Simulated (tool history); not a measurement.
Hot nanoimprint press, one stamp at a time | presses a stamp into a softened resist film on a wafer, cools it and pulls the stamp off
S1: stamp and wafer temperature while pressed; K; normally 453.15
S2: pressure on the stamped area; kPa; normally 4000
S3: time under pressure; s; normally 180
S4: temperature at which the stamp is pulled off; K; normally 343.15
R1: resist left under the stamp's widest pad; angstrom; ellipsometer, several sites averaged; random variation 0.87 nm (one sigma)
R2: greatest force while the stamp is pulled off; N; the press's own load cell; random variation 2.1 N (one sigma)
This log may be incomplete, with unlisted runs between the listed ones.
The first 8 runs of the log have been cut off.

{"run": 9, "hour": 163.2, "S1": 453.15, "S2": 4000, "S3": 180, "S4": 343.15, "R1": 1804, "R2": 109}
{"run": 10, "hour": 179.0, "S1": 453.15, "S2": 4000, "S3": 180, "S4": 343.15, "R1": 1794, "R2": 111}
{"run": 11, "hour": 195.1, "S1": 447.15, "S2": 4000, "S3": 180, "S4": 343.15, "R1": 2073, "R2": 114}
{"run": 12, "hour": 225.8, "S1": 447.15, "S2": 4000, "S3": 180, "S4": 343.15, "R1": 2086, "R2": 119}
{"run": 13, "hour": 251.1, "S1": 453.15, "S2": 4000, "S3": 180, "S4": 343.15, "R1": 1809, "R2": 127}
{"run": 14, "hour": 276.5, "S1": 453.15, "S2": 4000, "S3": 180, "S4": 343.15, "R1": 1810, "R2": 125}
{"run": 15, "hour": 291.8, "S1": 453.15, "S2": 4000, "S3": 111, "S4": 343.15, "R1": 2104, "R2": 127}
{"run": 16, "hour": 318.5, "S1": 453.15, "S2": 4000, "S3": 180, "S4": 329.15, "R1": 1803, "R2": 151}
{"run": 17, "hour": 350.5, "S1": 453.15, "S2": 5100, "S3": 313, "S4": 344.15, "R1": 1333, "R2": 126}
{"hour": 369.4, "done": "stamp cleaned and given a new release coat"}
{"run": 18, "hour": 383.8, "S1": 463.15, "S2": 4000, "S3": 180, "S4": 343.15, "R1": 1443, "R2": 98}
{"run": 19, "hour": 398.2, "S1": 463.15, "S2": 4000, "S3": 180, "S4": 343.15, "R1": 1458, "R2": 97}
{"run": 20, "hour": 413.8, "S1": 452.15, "S2": 4000, "S3": 180, "S4": 340.15, "R1": 1865, "R2": 104}
{"run": 21, "hour": 435.3, "S1": 452.15, "S2": 4000, "S3": 180, "S4": 340.15, "R1": 1882, "R2": 103}
{"run": 22, "hour": 460.0, "S1": 442.15, "S2": 4000, "S3": 180, "S4": 340.15, "R1": 2357, "R2": 107}
{"hour": 476.9, "done": "press's hydraulic seals changed and the load cell set to zero"}
{"run": 23, "hour": 485.2, "S1": 458.15, "S2": 5850, "S3": 132, "S4": 341.15, "R1": 1529, "R2": 111}
{"hour": 503.1, "done": "plate thermocouple calibrated"}
{"run": 24, "hour": 513.3, "S1": 458.15, "S2": 5850, "S3": 132, "S4": 341.15, "R1": 1465, "R2": 109}
{"run": 25, "hour": 538.0, "S1": 458.15, "S2": 5850, "S3": 132, "S4": 341.15, "R1": 1454, "R2": 112}
{"run": 26, "hour": 567.1, "S1": 458.15, "S2": 5850, "S3": 132, "S4": 341.15, "R1": 1462, "R2": 116}
{"run": 27, "hour": 582.0, "S1": 448.15, "S2": 5850, "S3": 212, "S4": 341.15, "R1": 1592, "R2": 121}
{"run": 28, "hour": 601.6, "S1": 443.15, "S2": 3440, "S3": 180, "S4": 348.15, "R1": 2362, "R2": 110}
{"run": 29, "hour": 629.2, "S1": 446.15, "S2": 3600, "S3": 333, "S4": 329.15, "R1": 1786, "R2": 142}
{"run": 30, "hour": 661.2, "S1": 453.15, "S2": 4000, "S3": 355, "S4": 343.15, "R1": 1388, "R2": 121}

Forecast each of these 4 alternatives for the next run:
{"run": "A", "hour": 693.2, "S1": 442.15, "S2": 4000, "S3": 126, "S4": 333.15, "R1": "?", "R2": "?"}
{"run": "B", "hour": 693.2, "S1": 453.15, "S2": 4000, "S3": 297, "S4": 343.15, "R1": "?", "R2": "?"}
{"run": "C", "hour": 693.2, "S1": 453.15, "S2": 3160, "S3": 177, "S4": 349.15, "R1": "?", "R2": "?"}
{"run": "D", "hour": 693.2, "S1": 449.15, "S2": 4000, "S3": 144, "S4": 342.15, "R1": "?", "R2": "?"}

run=A R1=2529 R2=139
run=B R1=1499 R2=126
run=C R1=1975 R2=115
run=D R1=2116 R2=127
Without the tool's hidden state the same runs would have given:
run=A R1=2482 R2=104
run=B R1=1460 R2=94
run=C R1=1933 R2=86
run=D R1=2069 R2=94
